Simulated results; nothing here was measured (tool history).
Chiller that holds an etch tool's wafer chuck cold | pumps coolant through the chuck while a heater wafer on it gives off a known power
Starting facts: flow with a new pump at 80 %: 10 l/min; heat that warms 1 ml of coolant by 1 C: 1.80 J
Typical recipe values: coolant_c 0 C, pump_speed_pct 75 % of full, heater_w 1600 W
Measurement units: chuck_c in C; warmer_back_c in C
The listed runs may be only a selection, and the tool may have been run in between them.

run	hour	coolant_c	pump_speed_pct	heater_w	chuck_c	warmer_back_c
1	0.0	0	75	1600	14.0	5.99
2	20.2	2	75	1600	16.1	6.00
3	46.2	2	75	2171	21.3	8.15
4	71.9	2	75	2171	21.5	8.19
5	100.1	2	75	2171	21.3	8.21
6	113.6	2	75	2171	21.5	8.10
7	129.9	2	75	2171	21.6	8.10
8	142.7	2	75	2171	21.2	8.08
9	172.4	2	75	2171	21.3	8.11
10	189.5	0	75	1600	14.0	6.02
11	219.2	0	75	1600	14.1	5.96
12	244.0	0	75	1600	14.4	6.03
13	266.4	-3	78	1085	6.1	3.93
14	279.4	-3	78	1085	6.3	3.86
15	297.5	8	61	1085	18.7	5.18
16	311.9	0	84	1600	13.1	5.30
17	333.7	2	65	1255	14.3	5.56
18	360.6	2	65	1255	14.2	5.55
19	378.0	1	65	1186	12.4	5.22
20	400.0	1	65	1186	12.7	5.26
21	427.4	-8	70	921	0.3	3.78
22	456.0	-8	70	921	0.5	3.75
23	470.3	2	75	1263	13.1	4.79
24	484.7	-7	69	1164	3.9	4.77

Measured less the same run without the tool's hidden state. The same run-to-run variation is in both; the gauge's scatter may not be:
Unlogged tool condition in this case: heat passed by the chuck's channels, % of clean ones'; flow at a given pump speed, % of a new pump's; coolant's true temperature over the reading, C; drift of the gauge itself on chuck_c, C; drift of the gauge itself on warmer_back_c, C.
run	chuck_c	warmer_back_c
1	+0.1	+0.24
2	+0.1	+0.24
3	+0.4	+0.33
4	+0.4	+0.34
5	+0.4	+0.34
6	+0.4	+0.34
7	+0.4	+0.34
8	+0.5	+0.34
9	+0.4	+0.35
10	+0.2	+0.26
11	+0.2	+0.27
12	+0.2	+0.26
13	+0.0	+0.17
14	-0.1	+0.17
15	+0.1	+0.23
16	+0.2	+0.24
17	+0.2	+0.25
18	+0.1	+0.26
19	+0.1	+0.25
20	+0.1	+0.25
21	+0.0	+0.17
22	+0.0	+0.18
23	+0.1	+0.23
24	+0.1	+0.23

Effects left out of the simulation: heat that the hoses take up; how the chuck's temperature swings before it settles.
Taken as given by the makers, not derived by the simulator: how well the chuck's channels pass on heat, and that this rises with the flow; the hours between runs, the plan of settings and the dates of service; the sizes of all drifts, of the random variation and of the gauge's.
